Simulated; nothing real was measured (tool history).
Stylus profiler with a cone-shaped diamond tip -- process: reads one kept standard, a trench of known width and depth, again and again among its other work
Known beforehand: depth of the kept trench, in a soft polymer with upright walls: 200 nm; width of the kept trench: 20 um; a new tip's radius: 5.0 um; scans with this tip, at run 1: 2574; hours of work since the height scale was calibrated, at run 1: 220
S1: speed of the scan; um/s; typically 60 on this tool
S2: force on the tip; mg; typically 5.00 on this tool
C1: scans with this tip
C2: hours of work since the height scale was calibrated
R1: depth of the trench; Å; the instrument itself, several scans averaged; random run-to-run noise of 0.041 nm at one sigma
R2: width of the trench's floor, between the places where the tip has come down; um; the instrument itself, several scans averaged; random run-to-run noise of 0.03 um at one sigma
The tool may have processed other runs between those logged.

run 1 hour=0.0 | S1=60 S2=5.00 | C1=2574 C2=220 | R1=2043.1 R2=16.71
run 2 hour=39.6 | S1=60 S2=5.00 | C1=2914 C2=249 | R1=2043.4 R2=16.61
run 3 hour=86.9 | S1=62 S2=5.00 | C1=3319 C2=284 | R1=2042.7 R2=16.56
run 4 hour=107.1 | S1=62 S2=5.00 | C1=3493 C2=299 | R1=2042.9 R2=16.53
run 5 hour=139.2 | S1=160 S2=5.00 | C1=3768 C2=322 | R1=2043.4 R2=16.16
run 6 hour=171.9 | S1=160 S2=5.00 | C1=4048 C2=346 | R1=2043.5 R2=16.05
run 7 hour=202.5 | S1=160 S2=5.00 | C1=4311 C2=369 | R1=2042.7 R2=16.03
run 8 hour=229.0 | S1=160 S2=5.00 | C1=4538 C2=388 | R1=2042.8 R2=15.97
run 9 hour=269.8 | S1=160 S2=5.00 | C1=4888 C2=418 | R1=2043.7 R2=15.92
run 10 hour=291.5 | S1=160 S2=5.97 | C1=5074 C2=434 | R1=2049.2 R2=16.02
run 11 hour=326.5 | S1=95 S2=5.00 | C1=5374 C2=459 | R1=2043.0 R2=16.15
run 12 hour=361.7 | S1=60 S2=5.31 | C1=5676 C2=485 | R1=2044.9 R2=16.27
run 13 hour=406.3 | S1=77 S2=5.00 | C1=6058 C2=518 | R1=2044.8 R2=16.16
run 14 hour=446.1 | S1=77 S2=5.00 | C1=6399 C2=547 | R1=2043.9 R2=16.09
run 15 hour=489.5 | S1=77 S2=5.00 | C1=6772 C2=579 | R1=2044.2 R2=16.06
run 16 hour=530.8 | S1=24 S2=2.99 | C1=7126 C2=609 | R1=2032.1 R2=16.23
run 17 hour=556.6 | S1=24 S2=1.78 | C1=7347 C2=628 | R1=2022.5 R2=16.14
run 18 hour=583.2 | S1=24 S2=1.78 | C1=7575 C2=648 | R1=2022.8 R2=16.12
run 19 hour=605.4 | S1=24 S2=2.40 | C1=7765 C2=664 | R1=2027.2 R2=16.11
run 20 hour=646.7 | S1=24 S2=2.40 | C1=8120 C2=694 | R1=2027.0 R2=16.11
run 21 hour=673.7 | S1=133 S2=11.37 | C1=8352 C2=714 | R1=2076.0 R2=15.83
run 22 hour=693.2 | S1=142 S2=5.00 | C1=8518 C2=728 | R1=2044.3 R2=15.56
run 23 hour=739.8 | S1=65 S2=11.84 | C1=8918 C2=762 | R1=2077.4 R2=15.95
run 24 hour=782.4 | S1=65 S2=11.84 | C1=9284 C2=794 | R1=2078.9 R2=15.94
run 25 hour=810.0 | S1=189 S2=12.82 | C1=9520 C2=814 | R1=2082.6 R2=15.58
run 26 hour=854.8 | S1=62 S2=2.78 | C1=9905 C2=847 | R1=2030.6 R2=15.73
run 27 hour=883.0 | S1=62 S2=2.78 | C1=10147 C2=867 | R1=2031.3 R2=15.66
run 28 hour=907.3 | S1=162 S2=13.60 | C1=10355 C2=885 | R1=2086.2 R2=15.57

Consider 4 possible next runs. They are alternatives, not a sequence: every one starts from the tool as it was left by run 28. What does each give?
run A hour=948.5 | S1=144 S2=2.49 | C1=10708 C2=915 | R1=? R2=?
run B hour=948.5 | S1=162 S2=3.17 | C1=10708 C2=915 | R1=? R2=?
run C hour=948.5 | S1=89 S2=3.79 | C1=10708 C2=915 | R1=? R2=?
run D hour=948.5 | S1=79 S2=2.05 | C1=10708 C2=915 | R1=? R2=?

run=A R1=2028.5 R2=15.17
run=B R1=2034.1 R2=15.12
run=C R1=2037.9 R2=15.52
run=D R1=2025.7 R2=15.45
Stripped of hidden state, with their random variation kept, the same runs would have yielded:
run=A R1=2026.0 R2=16.40
run=B R1=2031.7 R2=16.36
run=C R1=2035.4 R2=16.75
run=D R1=2023.2 R2=16.68

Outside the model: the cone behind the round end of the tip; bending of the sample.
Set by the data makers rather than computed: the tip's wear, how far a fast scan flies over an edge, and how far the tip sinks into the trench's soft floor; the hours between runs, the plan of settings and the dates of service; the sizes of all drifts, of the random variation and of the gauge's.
